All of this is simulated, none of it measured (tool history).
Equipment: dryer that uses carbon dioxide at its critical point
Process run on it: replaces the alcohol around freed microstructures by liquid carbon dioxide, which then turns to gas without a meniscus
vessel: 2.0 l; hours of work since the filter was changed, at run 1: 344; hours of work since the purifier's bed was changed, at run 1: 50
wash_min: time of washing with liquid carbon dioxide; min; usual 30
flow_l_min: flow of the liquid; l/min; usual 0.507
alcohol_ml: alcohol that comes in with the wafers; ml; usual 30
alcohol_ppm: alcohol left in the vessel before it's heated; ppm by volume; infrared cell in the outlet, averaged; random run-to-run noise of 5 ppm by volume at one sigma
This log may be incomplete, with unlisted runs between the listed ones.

run   hour  wash_min  flow_l_min  alcohol_ml  hours of work since the filter was changed  hours of work since the purifier's bed was changed  alcohol_ppm
  1      0        30       0.507          30                                         344                                                  50           31
  2   14.6        30       0.588          30                                         352                                                  59           21
  3   26.9        30       0.588          30                                         359                                                  65           12
  4   44.3        30       0.588          30                                         369                                                  75           15
  5   61.4        30       0.351          30                                         379                                                  85          156
  6   78.2        30       0.351          30                                         388                                                  94          163
  7   92.1        30       0.351          30                                         396                                                 102          177
  8  104.9        30       0.351          30                                         403                                                 109          168
  9  118.2        30       0.507          30                                         410                                                 116           22
 10  132.2        30       0.507          30                                         418                                                 124           32
 11  147.8        30       0.507          30                                         427                                                 133           32
 12  166.5        30       0.507          30                                         437                                                 143           29
 13  178.5        30       0.447          30                                         444                                                 150           56
 14  192.6        30       0.507          30                                         452                                                 158           40
 15  201.4        30       0.507          30                                         457                                                 163           34
 16  217.4        30       0.507          30                                         465                                                 172           29
 17  231.2        30       0.507          30                                         473                                                 179           32
 18  245.5        30       0.507          30                                         481                                                 187           39
 19  260.3        30       0.507          30                                         489                                                 195           44
 20  270.8        30       0.507          30                                         495                                                 201           40
 21  281.9        30       0.507          30                                         501                                                 207           38
 22  295.3        20       0.507          30                                         509                                                 215          203
 23  310.5        20       0.507          30                                         517                                                 223          216
 24  322.9        20       0.507          30                                         524                                                 230          205
 25  339.8        42       0.385          30                                         534                                                 240           40
 26  349.1        45       0.385          46                                         539                                                 245           40
 27  357.5        34       0.507          23                                         544                                                 250           37
 28  368.4        31       0.507          23                                         550                                                 256           48
 29    385        31       0.507          23                                         559                                                 265           34
 30  401.8        30       0.535          85                                         568                                                 274           66
 31  417.2        30       0.535          85                                         577                                                 283           72
     431.4  -- inlet filter changed
 32  433.1        30       0.684          35                                           1                                                 291           30
 33  450.6        30       0.534          50                                          11                                                 301           42
 34  471.1        30       0.534          50                                          22                                                 312           40
 35  480.7        30       0.534          50                                          27                                                 318           50
 36  492.4        24       0.453          30                                          34                                                 324          123
 37  504.1        21       0.453          60                                          41                                                 331          351
 38  521.9        42       0.776          50                                          50                                                 341           31
 39  537.9        23       0.308          37                                          59                                                 350          770
 40  554.9        37       0.419          27                                          69                                                 359           39
 41  570.7        29        0.76          32                                          78                                                 368           29
 42  580.3        20       0.327          30                                          83                                                 373          787
 43  597.8        32       0.421          25                                          93                                                 383           63
 44  618.1        32       0.421          25                                         104                                                 394           59
 45  633.8        39       0.611          62                                         113                                                 403           48
 46  651.4        30       0.335          30                                         123                                                 413          191

Describe how what the log doesn't record of the tool's condition differs between the last listed run preceding each entry between runs and the first listed run following it.
Logged between run 31 and run 32: inlet filter changed (hour 431.4)
  flow that reaches the vessel past the clogged filter, %: 88.1 -> 99.4; alcohol in the recycled carbon dioxide, ppm: 27.8 -> 28.5
  what was measured, less what the result would be without the hidden state, alcohol_ppm: +48 -> +24 ppm by volume

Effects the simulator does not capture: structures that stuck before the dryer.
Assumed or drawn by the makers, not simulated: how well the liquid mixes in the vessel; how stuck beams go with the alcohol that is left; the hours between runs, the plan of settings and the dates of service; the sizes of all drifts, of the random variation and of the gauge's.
